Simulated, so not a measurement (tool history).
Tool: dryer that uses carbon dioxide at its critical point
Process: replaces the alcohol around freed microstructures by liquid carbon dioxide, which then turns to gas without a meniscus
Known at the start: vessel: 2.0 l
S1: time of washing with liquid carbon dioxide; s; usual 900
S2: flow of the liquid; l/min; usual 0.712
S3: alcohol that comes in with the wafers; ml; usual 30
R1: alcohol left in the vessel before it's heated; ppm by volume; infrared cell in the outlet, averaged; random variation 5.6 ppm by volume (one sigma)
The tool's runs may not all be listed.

run   hour    S1     S2   S3   R1
  1    0.0   900  0.712   30  219
  2   17.3   900  0.712   30  215
  3   30.6   900  0.712   30  234
  4   50.6   900  0.712  119  805
  5   64.6   900  0.712  119  804
  6   90.6   900  0.712  119  812
  7  116.4   900  0.712  119  828
  8  130.8   900  0.712   30  229
  9  146.2   900  0.712   30  233
 10  162.4   900  0.712   30  248
 11  189.0   900  0.712   30  240
 12  201.9   900  0.712   30  229
 13  217.3   900  0.712   30  235
 14  245.6   780  0.964   99  360
 15  275.7   780  0.964   99  361
 16  298.9  1020  0.964   25   54
 17  314.0  1260  0.885   30   45
 18  330.0  1260  0.885   30   43
 19  360.1   720  0.885   80  635
 20  374.3   900  0.848   30  144
 21  401.6   900  0.848   25  117
 22  428.4   900  0.848   25  117
     448.9  -- inlet filter changed
 23  453.5   900  0.589   25  331
 24  482.6   900  0.589   25  343
 25  507.8  1200  0.589   25  117

Forecast each of these 5 alternatives for the next run:
  A  531.6  900  1.103   30   ?
  B  531.6  960  0.712   30   ?
  C  531.6  720  0.776   30   ?
  D  531.6  720  0.707  119   ?
  E  531.6  900  0.638   51   ?

run    R1
  A    50
  B   161
  C   323
  D  1649
  E   486
Without the tool's hidden state the same runs would have given:
run    R1
  A    17
  B   125
  C   281
  D  1567
  E   438

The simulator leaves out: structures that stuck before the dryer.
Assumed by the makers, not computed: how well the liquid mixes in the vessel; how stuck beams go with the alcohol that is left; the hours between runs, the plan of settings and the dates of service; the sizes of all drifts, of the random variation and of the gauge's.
